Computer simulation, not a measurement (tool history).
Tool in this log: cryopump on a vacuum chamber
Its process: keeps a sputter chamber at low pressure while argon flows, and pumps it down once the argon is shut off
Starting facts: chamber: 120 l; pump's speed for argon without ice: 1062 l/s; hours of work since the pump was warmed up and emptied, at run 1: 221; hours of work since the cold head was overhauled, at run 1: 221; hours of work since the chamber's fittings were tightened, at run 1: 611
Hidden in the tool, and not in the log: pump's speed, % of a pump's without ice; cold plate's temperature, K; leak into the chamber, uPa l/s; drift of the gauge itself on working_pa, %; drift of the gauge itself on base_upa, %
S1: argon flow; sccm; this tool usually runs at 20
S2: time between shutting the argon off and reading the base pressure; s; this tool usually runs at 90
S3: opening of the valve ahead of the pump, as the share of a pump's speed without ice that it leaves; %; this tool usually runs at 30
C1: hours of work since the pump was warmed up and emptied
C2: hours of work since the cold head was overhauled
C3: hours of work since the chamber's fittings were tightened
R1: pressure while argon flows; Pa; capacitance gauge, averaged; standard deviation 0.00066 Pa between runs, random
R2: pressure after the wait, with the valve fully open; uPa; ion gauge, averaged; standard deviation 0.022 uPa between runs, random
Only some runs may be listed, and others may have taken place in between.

run	hour	S1	S2	S3	C1	C2	C3	R1	R2
1	0	20	90	30	221	221	611	0.1131	2.66
2	13.2	20	90	30	229	229	620	0.1147	2.69
3	22	20	124	30	235	235	625	0.1157	2.58
4	33.1	29	90	30	242	242	632	0.1688	2.74
5	47	29	90	30	251	251	641	0.17	2.89
6	57.7	20	90	30	257	257	648	0.1161	2.85
7	71.4	20	90	30	266	266	657	0.1172	2.85
8	81.4	20	90	30	273	273	663	0.1184	3.01
9	91.4	20	90	30	279	279	670	0.1177	2.91
10	102.8	20	90	30	286	286	677	0.1184	3
11	112.3	20	90	30	292	292	683	0.1178	3
12	124.5	11	90	30	300	300	691	0.0661	3.07
13	140.5	11	160	30	310	310	701	0.0652	3.07
14	152.9	12	160	30	318	318	709	0.0721	3.16
15	164.5	12	160	30	326	326	716	0.0726	3.09
# hour 183.2: pump warmed up, emptied and cooled again
16	184.1	12	160	30	1	335	726	0.0644	2.19
17	194.7	9	90	30	7	342	732	0.0481	2.44
18	207.7	24	53	26	16	350	741	0.1466	2.66
19	221.7	20	90	28	25	359	750	0.115	2.56
20	230.3	22	25	59	30	364	755	0.0599	3.46
21	241.8	22	25	59	37	372	763	0.0618	3.5
22	254.6	11	28	28	46	380	771	0.0637	3.35
23	268.1	15	28	28	54	388	779	0.0876	3.46
24	283.7	9	36	30	64	398	789	0.0483	3.19
25	290.6	9	53	30	69	403	794	0.0471	3.04
26	300.6	20	131	22	75	409	800	0.1475	2.67
27	309.6	20	131	22	81	415	806	0.1467	2.69
28	322	20	90	40	89	423	814	0.0822	2.84
29	331.1	20	30	17	94	429	820	0.1903	3.53
30	343.4	24	30	19	102	437	827	0.2056	3.6
31	357.6	24	30	19	111	446	836	0.2043	3.73
32	365.7	24	30	19	116	451	842	0.2062	3.61
33	378.3	24	94	19	125	459	850	0.2082	2.99
34	391.7	24	240	40	133	467	858	0.1018	2.87

Some steps in R1 between neighbouring runs. How much of each would the tool show without its hidden state too (settings, what came in, random variation), and how much is left for the hidden state, with any gauge scatter that isn't in both results?
Run 3 -> 4: S1 20 -> 29, S2 124 -> 90. R1 +0.0531 Pa: hidden state +0.0047, all else +0.0484.
Run 11 -> 12: S1 20 -> 11. R1 -0.0517 Pa: hidden state -0.0053, all else -0.0464.
Run 15 -> 16: pump warmed up, emptied and cooled again. R1 -0.0082 Pa: hidden state -0.0088, all else +0.0006.
Run 25 -> 26: S1 9 -> 20, S2 53 -> 131, S3 30 -> 22. R1 +0.1004 Pa: hidden state +0.0016, all else +0.0988.
Run 28 -> 29: S2 90 -> 30, S3 40 -> 17. R1 +0.1081 Pa: hidden state +0.0002, all else +0.1079.
Run 33 -> 34: S2 94 -> 240, S3 19 -> 40. R1 -0.1064 Pa: hidden state +0.0004, all else -0.1068.
